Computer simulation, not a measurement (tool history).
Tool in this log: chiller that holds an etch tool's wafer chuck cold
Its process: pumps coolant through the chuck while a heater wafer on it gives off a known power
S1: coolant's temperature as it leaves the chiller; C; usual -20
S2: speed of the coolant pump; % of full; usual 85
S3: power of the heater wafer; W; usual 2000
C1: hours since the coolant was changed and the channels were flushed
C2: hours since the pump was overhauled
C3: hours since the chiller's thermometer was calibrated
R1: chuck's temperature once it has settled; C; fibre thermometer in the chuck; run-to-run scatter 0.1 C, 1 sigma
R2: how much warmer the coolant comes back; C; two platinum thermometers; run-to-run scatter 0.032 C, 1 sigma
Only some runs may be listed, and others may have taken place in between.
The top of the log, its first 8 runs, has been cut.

run    hour   S1  S2    S3    C1    C2    C3     R1    R2
  9   273.7  -20  87  2000  6435   930   415   -3.9  3.89
 10   305.3  -20  87  2000  6466   961   447   -3.5  3.98
 11   351.3  -20  87  2000  6512  1007   493   -3.8  3.93
 12   393.1  -20  87  2000  6554  1049   534   -3.7  3.88
 13   412.4  -20  87  2000  6573  1068   554   -3.7  3.98
 14   436.5  -20  87  2099  6597  1092   578   -2.7  4.08
 15   456.7  -20  85  1274  6618  1113   598   -9.6  2.62
 16   486.9  -20  85  1274  6648  1143   628   -9.4  2.53
 17   523.8  -13  99  1156  6685  1180   665   -4.2  1.95
 18   559.9  -11  85  2000  6721  1216   701    5.7  3.98
 19   590.4  -10  71  2557  6751  1246   732   13.8  6.15
 20   631.1  -14  71  2557  6792  1287   772    9.6  6.13
 21   669.8  -14  71  2557  6831  1326   811    9.9  6.06
 22   692.4  -15  90  2000  6853  1348   834      1  3.81
 23   726.1  -17  77  2587  6887  1382   867    5.9  5.72
 24   753.1  -28  67  2976  6914  1409   894    1.1  7.57
 25     780  -28  67  2976  6941  1436   921      1  7.62
 26   823.4  -12  76  1140  6984  1479   965   -1.7   2.6
 27   859.8  -12  88  1140  7021  1516  1001   -2.5  2.15
 28   896.4  -25  69  1165  7057  1552  1038  -13.7  2.83
 29   940.8  -25  69  1165  7102  1597  1082  -13.8  2.88
 30   971.5  -20  65  1331  7132  1628  1113   -6.7  3.48
 31  1014.8  -20  91  1516  7176  1671  1156   -7.9  2.81
 32  1038.3  -20  63  2000  7199  1694  1180    0.5  5.34

Each row is a separate what-if for the run after 32, all from the same tool condition, not one after another. Results?
  A  1085.5  -28  65  2661  7246  1742  1227   ?   ?
  B  1085.5  -16  85  1664  7246  1742  1227   ?   ?
  C  1085.5  -14  63  2000  7246  1742  1227   ?   ?
  D  1085.5  -11  85  2000  7246  1742  1227   ?   ?

run    R1    R2
  A  -1.4  6.95
  B  -2.2  3.39
  C   6.6  5.37
  D   5.7     4
Without the tool's hidden state the same runs would have given:
run    R1    R2
  A  -3.4  6.87
  B  -3.4  3.35
  C     5  5.31
  D   4.3  3.95
